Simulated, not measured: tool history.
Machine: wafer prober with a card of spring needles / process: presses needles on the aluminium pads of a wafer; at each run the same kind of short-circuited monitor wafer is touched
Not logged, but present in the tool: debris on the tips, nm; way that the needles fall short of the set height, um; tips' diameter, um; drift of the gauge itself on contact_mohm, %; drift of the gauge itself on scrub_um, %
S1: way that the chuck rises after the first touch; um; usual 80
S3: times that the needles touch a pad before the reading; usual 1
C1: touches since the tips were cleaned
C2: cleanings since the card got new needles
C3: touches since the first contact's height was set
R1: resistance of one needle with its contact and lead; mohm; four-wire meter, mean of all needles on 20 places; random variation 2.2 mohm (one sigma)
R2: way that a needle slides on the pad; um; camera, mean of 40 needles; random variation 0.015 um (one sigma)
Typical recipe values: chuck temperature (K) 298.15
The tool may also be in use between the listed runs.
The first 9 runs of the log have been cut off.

Run 10, hour 70.3: usual settings; C1 2715; C2 5; C3 48052. Result: R1 270 mohm, R2 20.49 um.
Run 11, hour 79.6: usual settings; C1 4865; C2 5; C3 50202. Result: R1 283 mohm, R2 20.44 um.
Run 12, hour 84.4: usual settings but S3 2; C1 5961; C2 5; C3 51298. Result: R1 270 mohm, R2 20.46 um.
Run 13, hour 91.2: usual settings but S3 2; C1 7544; C2 5; C3 52881. Result: R1 278 mohm, R2 20.49 um.
At hour 95: tips cleaned on abrasive film.
Run 14, hour 97.3: usual settings but S3 2; C1 539; C2 6; C3 54269. Result: R1 246 mohm, R2 20.47 um.
Run 15, hour 108.9: usual settings but S3 2; C1 3207; C2 6; C3 56937. Result: R1 263 mohm, R2 20.46 um.
Run 16, hour 119.3: usual settings; C1 5614; C2 6; C3 59344. Result: R1 296 mohm, R2 20.44 um.
Run 17, hour 126.6: usual settings; C1 7288; C2 6; C3 61018. Result: R1 300 mohm, R2 20.48 um.
At hour 131.2: tips cleaned on abrasive film.
Run 18, hour 135.2: usual settings but chuck temperature (K) 314.15, S3 2; C1 920; C2 7; C3 62977. Result: R1 250 mohm, R2 20.44 um.
Run 19, hour 142.1: usual settings but chuck temperature (K) 314.15, S3 2; C1 2521; C2 7; C3 64578. Result: R1 262 mohm, R2 20.44 um.
Run 20, hour 147.4: usual settings but chuck temperature (K) 300.15; C1 3739; C2 7; C3 65796. Result: R1 284 mohm, R2 20.45 um.
Run 21, hour 153.6: usual settings; C1 5186; C2 7; C3 67243. Result: R1 290 mohm, R2 20.42 um.
Run 22, hour 161.7: usual settings but S1 89 um, chuck temperature (K) 345.15, S3 3; C1 7043; C2 7; C3 69100. Result: R1 264 mohm, R2 22.75 um.
At hour 167.5: tips cleaned on abrasive film.
Run 23, hour 167.5: usual settings but S1 78 um; C1 0; C2 8; C3 70432. Result: R1 245 mohm, R2 19.93 um.
Run 24, hour 179.3: usual settings but S1 78 um; C1 2713; C2 8; C3 73145. Result: R1 279 mohm, R2 19.92 um.
Run 25, hour 187.1: usual settings but S1 78 um; C1 4514; C2 8; C3 74946. Result: R1 286 mohm, R2 19.91 um.
Run 26, hour 194.2: usual settings but S1 78 um; C1 6163; C2 8; C3 76595. Result: R1 303 mohm, R2 19.91 um.
Run 27, hour 199.9: usual settings but S1 78 um; C1 7467; C2 8; C3 77899. Result: R1 304 mohm, R2 19.9 um.
At hour 204.1: tips cleaned on abrasive film.
Run 28, hour 207.7: usual settings but S1 86 um; C1 834; C2 9; C3 79672. Result: R1 249 mohm, R2 21.94 um.
Run 29, hour 219.2: usual settings but S1 61 um; C1 3488; C2 9; C3 82326. Result: R1 308 mohm, R2 15.51 um.
Run 30, hour 226.2: usual settings but chuck temperature (K) 302.15, S3 2; C1 5101; C2 9; C3 83939. Result: R1 272 mohm, R2 20.4 um.
Run 31, hour 234.5: usual settings but S1 81 um, chuck temperature (K) 371.15, S3 3; C1 7030; C2 9; C3 85868. Result: R1 275 mohm, R2 20.68 um.
At hour 240.8: tips cleaned on abrasive film.
Run 32, hour 242.4: usual settings but S1 89 um, chuck temperature (K) 299.15; C1 367; C2 10; C3 87660. Result: R1 241 mohm, R2 22.69 um.
Run 33, hour 252.4: usual settings but S1 89 um, chuck temperature (K) 308.15; C1 2681; C2 10; C3 89974. Result: R1 266 mohm, R2 22.72 um.
Run 34, hour 260.6: usual settings but S1 89 um, chuck temperature (K) 308.15; C1 4581; C2 10; C3 91874. Result: R1 283 mohm, R2 22.67 um.

Below are 4 alternative next runs, each starting from the tool's condition after run 34. Predict each:
Run A, hour 269.6: usual settings but S1 66 um, chuck temperature (K) 372.15; C1 6652; C2 10; C3 93945. Result: R1 ?, R2 ?.
Run B, hour 269.6: usual settings but S3 2; C1 6652; C2 10; C3 93945. Result: R1 ?, R2 ?.
Run C, hour 269.6: usual settings but S1 81 um, chuck temperature (K) 308.15; C1 6652; C2 10; C3 93945. Result: R1 ?, R2 ?.
Run D, hour 269.6: usual settings but S1 78 um, S3 3; C1 6652; C2 10; C3 93945. Result: R1 ?, R2 ?.

run   R1     R2
  A  334  16.79
  B  275  20.38
  C  301  20.63
  D  261  19.86
With no hidden state in the tool, these same runs would have given:
run   R1     R2
  A  261  16.96
  B  240  20.56
  C  244   20.8
  D  239  20.03

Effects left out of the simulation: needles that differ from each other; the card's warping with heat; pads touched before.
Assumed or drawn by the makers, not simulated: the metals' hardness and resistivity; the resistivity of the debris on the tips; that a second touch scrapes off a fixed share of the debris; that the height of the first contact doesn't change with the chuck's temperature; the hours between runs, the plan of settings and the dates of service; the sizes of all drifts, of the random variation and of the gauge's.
